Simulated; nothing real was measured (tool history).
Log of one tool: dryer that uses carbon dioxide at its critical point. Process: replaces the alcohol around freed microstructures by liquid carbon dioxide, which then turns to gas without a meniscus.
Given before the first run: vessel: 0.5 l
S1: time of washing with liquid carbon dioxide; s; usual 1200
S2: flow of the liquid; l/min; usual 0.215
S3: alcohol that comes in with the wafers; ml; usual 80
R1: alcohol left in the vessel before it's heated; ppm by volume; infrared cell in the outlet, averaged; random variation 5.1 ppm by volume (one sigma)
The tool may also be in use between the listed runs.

Run 1, hour 0: usual settings. Result: R1 58 ppm by volume.
Run 2, hour 5.5: usual settings but S1 1560 s. Result: R1 17 ppm by volume.
Run 3, hour 14.5: usual settings but S1 1560 s. Result: R1 27 ppm by volume.
Run 4, hour 19.5: usual settings. Result: R1 66 ppm by volume.
Run 5, hour 25.5: usual settings. Result: R1 65 ppm by volume.
Run 6, hour 34.2: usual settings. Result: R1 64 ppm by volume.
Run 7, hour 45.1: usual settings but S1 960 s. Result: R1 259 ppm by volume.
Run 8, hour 52.2: usual settings. Result: R1 69 ppm by volume.
Run 9, hour 60.4: usual settings. Result: R1 61 ppm by volume.
Run 10, hour 71.3: usual settings. Result: R1 79 ppm by volume.
Run 11, hour 81.1: usual settings but S2 0.2 l/min. Result: R1 114 ppm by volume.
Run 12, hour 90.9: usual settings but S2 0.2 l/min. Result: R1 114 ppm by volume.
Run 13, hour 98.6: usual settings but S1 840 s, S2 0.2 l/min. Result: R1 856 ppm by volume.
Run 14, hour 105.5: usual settings. Result: R1 82 ppm by volume.
Run 15, hour 114.6: usual settings. Result: R1 75 ppm by volume.
Run 16, hour 119.9: usual settings. Result: R1 69 ppm by volume.
Run 17, hour 129.1: usual settings. Result: R1 75 ppm by volume.
Run 18, hour 134.3: usual settings but S1 840 s. Result: R1 597 ppm by volume.
Run 19, hour 140: usual settings but S2 0.178 l/min. Result: R1 246 ppm by volume.
Run 20, hour 147.8: usual settings but S2 0.178 l/min. Result: R1 240 ppm by volume.
Run 21, hour 153.8: usual settings but S2 0.178 l/min. Result: R1 255 ppm by volume.
Run 22, hour 162.3: usual settings. Result: R1 93 ppm by volume.
Run 23, hour 171: usual settings but S2 0.299 l/min. Result: R1 35 ppm by volume.
Run 24, hour 179.8: usual settings but S1 1080 s, S2 0.15 l/min, S3 43 ml. Result: R1 659 ppm by volume.
Run 25, hour 184.5: usual settings but S1 780 s, S2 0.15 l/min, S3 29 ml. Result: R1 1629 ppm by volume.
Run 26, hour 191.5: usual settings but S1 780 s, S2 0.15 l/min, S3 29 ml. Result: R1 1737 ppm by volume.
Run 27, hour 199.3: usual settings but S2 0.312 l/min, S3 40 ml. Result: R1 27 ppm by volume.
Run 28, hour 203.8: usual settings but S2 0.312 l/min, S3 40 ml. Result: R1 42 ppm by volume.
Run 29, hour 213.2: usual settings but S2 0.156 l/min. Result: R1 555 ppm by volume.
Run 30, hour 219.4: usual settings but S2 0.156 l/min. Result: R1 560 ppm by volume.
Run 31, hour 226.7: usual settings but S2 0.156 l/min. Result: R1 568 ppm by volume.
Run 32, hour 237.2: usual settings but S1 1140 s, S2 0.306 l/min, S3 22 ml. Result: R1 38 ppm by volume.
Run 33, hour 243.4: usual settings but S1 1080 s, S2 0.132 l/min, S3 26 ml. Result: R1 738 ppm by volume.
Run 34, hour 247.9: usual settings but S1 1080 s, S2 0.132 l/min, S3 26 ml. Result: R1 752 ppm by volume.
Run 35, hour 252.5: usual settings but S1 1740 s, S2 0.178 l/min. Result: R1 51 ppm by volume.
Run 36, hour 262.6: usual settings but S1 1620 s, S2 0.151 l/min, S3 59 ml. Result: R1 112 ppm by volume.
Run 37, hour 272.4: usual settings but S1 1380 s, S2 0.209 l/min, S3 46 ml. Result: R1 51 ppm by volume.
Run 38, hour 278.8: usual settings but S1 1440 s, S2 0.324 l/min, S3 20 ml. Result: R1 40 ppm by volume.
Run 39, hour 285.8: usual settings but S1 1260 s, S2 0.324 l/min, S3 105 ml. Result: R1 43 ppm by volume.
Run 40, hour 295: usual settings but S1 1140 s, S2 0.348 l/min, S3 74 ml. Result: R1 35 ppm by volume.
Run 41, hour 304.7: usual settings but S1 1320 s, S2 0.305 l/min, S3 35 ml. Result: R1 53 ppm by volume.
Run 42, hour 310.6: usual settings but S1 900 s, S2 0.193 l/min, S3 21 ml. Result: R1 246 ppm by volume.
Run 43, hour 320.5: usual settings but S1 1320 s, S3 75 ml. Result: R1 74 ppm by volume.
Run 44, hour 330.6: usual settings but S1 1020 s, S2 0.318 l/min, S3 72 ml. Result: R1 47 ppm by volume.
Run 45, hour 341.2: usual settings but S1 1020 s, S2 0.318 l/min, S3 72 ml. Result: R1 53 ppm by volume.
Run 46, hour 352.2: usual settings but S1 1020 s, S2 0.318 l/min, S3 56 ml. Result: R1 51 ppm by volume.

For some of the steps in R1 from one run to the next: how much would appear even if the tool had no hidden state, given the settings, what came in and random variation, and how much remains for the hidden state plus any gauge scatter that the measured result and the result without hidden state don't share?
The tool's hidden condition here consists of: flow that reaches the vessel past the clogged filter, %; alcohol in the recycled carbon dioxide, ppm; drift of the gauge itself on alcohol_ppm, %.
Run 13 -> 14: S1 840 -> 1200, S2 0.2 -> 0.215. R1 -774 ppm by volume: hidden state -51, all else -723.
Run 24 -> 25: S1 1080 -> 780, S3 43 -> 29. R1 +970 ppm by volume: hidden state +48, all else +922.
Run 26 -> 27: S1 780 -> 1200, S2 0.15 -> 0.312, S3 29 -> 40. R1 -1710 ppm by volume: hidden state -112, all else -1598.
Run 32 -> 33: S1 1140 -> 1080, S2 0.306 -> 0.132, S3 22 -> 26. R1 +700 ppm by volume: hidden state +63, all else +637.
Run 34 -> 35: S1 1080 -> 1740, S2 0.132 -> 0.178, S3 26 -> 80. R1 -701 ppm by volume: hidden state -63, all else -638.
